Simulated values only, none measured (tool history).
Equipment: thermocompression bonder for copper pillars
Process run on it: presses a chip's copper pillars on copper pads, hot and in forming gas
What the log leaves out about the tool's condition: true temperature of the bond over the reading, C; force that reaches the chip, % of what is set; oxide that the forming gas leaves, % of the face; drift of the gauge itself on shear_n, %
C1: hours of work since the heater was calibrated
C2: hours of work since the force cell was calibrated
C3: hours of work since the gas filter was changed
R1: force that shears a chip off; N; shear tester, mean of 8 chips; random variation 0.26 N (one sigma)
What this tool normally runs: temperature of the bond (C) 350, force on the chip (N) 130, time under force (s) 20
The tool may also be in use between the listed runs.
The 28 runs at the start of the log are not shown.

run 29 hour=1493.6 | temperature_of_the_bond_(C)=379 force_on_the_chip_(N)=109 time_under_force_(s)=54 | C1=1053 C2=551 C3=177 | R1=92.9
run 30 hour=1557.0 | temperature_of_the_bond_(C)=379 force_on_the_chip_(N)=109 time_under_force_(s)=54 | C1=1080 C2=578 C3=204 | R1=92.2
run 31 hour=1608.1 | temperature_of_the_bond_(C)=379 force_on_the_chip_(N)=109 time_under_force_(s)=54 | C1=1102 C2=600 C3=226 | R1=92.5
run 32 hour=1676.2 | temperature_of_the_bond_(C)=379 force_on_the_chip_(N)=122 time_under_force_(s)=31 | C1=1131 C2=629 C3=255 | R1=85.2
run 33 hour=1733.5 | temperature_of_the_bond_(C)=366 force_on_the_chip_(N)=130 time_under_force_(s)=42 | C1=1155 C2=653 C3=280 | R1=89.0
-- hour=1763.8 forming gas filter changed
run 34 hour=1779.5 | temperature_of_the_bond_(C)=361 force_on_the_chip_(N)=117 time_under_force_(s)=42 | C1=1175 C2=673 C3=7 | R1=84.6
run 35 hour=1823.7 | temperature_of_the_bond_(C)=322 force_on_the_chip_(N)=78 time_under_force_(s)=34 | C1=1194 C2=692 C3=26 | R1=43.1
run 36 hour=1880.3 | temperature_of_the_bond_(C)=322 force_on_the_chip_(N)=78 time_under_force_(s)=34 | C1=1218 C2=716 C3=50 | R1=42.9
run 37 hour=1920.8 | temperature_of_the_bond_(C)=345 force_on_the_chip_(N)=84 time_under_force_(s)=27 | C1=1235 C2=733 C3=67 | R1=51.5
run 38 hour=1967.3 | temperature_of_the_bond_(C)=357 force_on_the_chip_(N)=130 time_under_force_(s)=20 | C1=1255 C2=753 C3=87 | R1=70.5
run 39 hour=2025.2 | temperature_of_the_bond_(C)=375 force_on_the_chip_(N)=130 time_under_force_(s)=12 | C1=1280 C2=778 C3=112 | R1=67.2

Alternative continuations, all from the tool just after run 39; predict every row:
run A hour=2056.5 | temperature_of_the_bond_(C)=327 force_on_the_chip_(N)=130 time_under_force_(s)=19 | C1=1293 C2=791 C3=125 | R1=?
run B hour=2056.5 | temperature_of_the_bond_(C)=375 force_on_the_chip_(N)=130 time_under_force_(s)=53 | C1=1293 C2=791 C3=125 | R1=?
run C hour=2056.5 | temperature_of_the_bond_(C)=375 force_on_the_chip_(N)=130 time_under_force_(s)=30 | C1=1293 C2=791 C3=125 | R1=?
run D hour=2056.5 | temperature_of_the_bond_(C)=364 force_on_the_chip_(N)=130 time_under_force_(s)=12 | C1=1293 C2=791 C3=125 | R1=?

run=A R1=53.9
run=B R1=101.8
run=C R1=88.6
run=D R1=61.9
Had the tool no hidden state, the same runs would have come out as:
run=A R1=48.1
run=B R1=96.9
run=C R1=82.9
run=D R1=56.1

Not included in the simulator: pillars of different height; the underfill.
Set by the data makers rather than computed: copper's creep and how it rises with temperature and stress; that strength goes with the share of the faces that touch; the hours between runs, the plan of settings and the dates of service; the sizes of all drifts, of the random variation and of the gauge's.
